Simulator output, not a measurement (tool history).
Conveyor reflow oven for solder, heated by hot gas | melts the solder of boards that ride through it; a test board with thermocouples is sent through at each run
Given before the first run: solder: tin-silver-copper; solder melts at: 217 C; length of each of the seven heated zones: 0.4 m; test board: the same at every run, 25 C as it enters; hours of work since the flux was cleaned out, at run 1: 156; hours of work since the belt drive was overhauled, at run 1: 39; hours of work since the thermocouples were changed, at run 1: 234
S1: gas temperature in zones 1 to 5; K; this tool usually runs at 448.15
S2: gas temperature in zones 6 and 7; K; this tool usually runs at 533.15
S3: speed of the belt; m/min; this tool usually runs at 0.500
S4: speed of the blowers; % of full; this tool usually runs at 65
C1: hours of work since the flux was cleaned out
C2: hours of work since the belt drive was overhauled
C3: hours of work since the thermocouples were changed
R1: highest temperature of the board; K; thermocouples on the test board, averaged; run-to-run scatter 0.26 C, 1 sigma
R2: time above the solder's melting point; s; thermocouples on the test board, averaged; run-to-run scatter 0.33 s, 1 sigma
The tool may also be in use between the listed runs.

run 1 hour=0.0 | S1=448.15 S2=533.15 S3=0.500 S4=65 | C1=156 C2=39 C3=234 | R1=520.15 R2=69.0
run 2 hour=8.8 | S1=448.15 S2=533.15 S3=0.500 S4=65 | C1=162 C2=45 C3=240 | R1=520.45 R2=68.5
run 3 hour=17.7 | S1=448.15 S2=533.15 S3=0.500 S4=65 | C1=169 C2=52 C3=247 | R1=520.25 R2=68.8
run 4 hour=23.7 | S1=448.15 S2=533.15 S3=0.500 S4=65 | C1=173 C2=56 C3=251 | R1=520.85 R2=68.4
run 5 hour=31.6 | S1=448.15 S2=533.15 S3=0.500 S4=65 | C1=179 C2=62 C3=257 | R1=520.05 R2=68.2
-- hour=36.5 belt drive overhauled, speed set with a stopwatch
run 6 hour=42.8 | S1=448.15 S2=533.15 S3=0.500 S4=65 | C1=184 C2=5 C3=262 | R1=520.15 R2=68.2
run 7 hour=48.7 | S1=448.15 S2=533.15 S3=0.500 S4=72 | C1=189 C2=9 C3=267 | R1=521.15 R2=69.8
run 8 hour=55.5 | S1=448.15 S2=533.15 S3=0.500 S4=72 | C1=194 C2=14 C3=272 | R1=521.05 R2=69.9
run 9 hour=59.7 | S1=448.15 S2=531.15 S3=0.454 S4=54 | C1=197 C2=17 C3=275 | R1=519.35 R2=74.9
-- hour=68.3 belt drive overhauled, speed set with a stopwatch, once more
run 10 hour=69.8 | S1=448.15 S2=546.15 S3=0.462 S4=65 | C1=201 C2=1 C3=279 | R1=533.85 R2=86.9
run 11 hour=74.5 | S1=448.15 S2=546.15 S3=0.462 S4=65 | C1=205 C2=5 C3=283 | R1=533.95 R2=86.6

Run 12 comes next. What will it give?
run 12 hour=80.4 | S1=445.15 S2=533.15 S3=0.558 S4=67 | C1=209 C2=9 C3=287 | R1=? R2=?

{"run 12": {"R1": 516.95, "R2": 54.9}}
Without the tool's hidden state the same run would have given R1 518.45 K, R2 57.1 s.
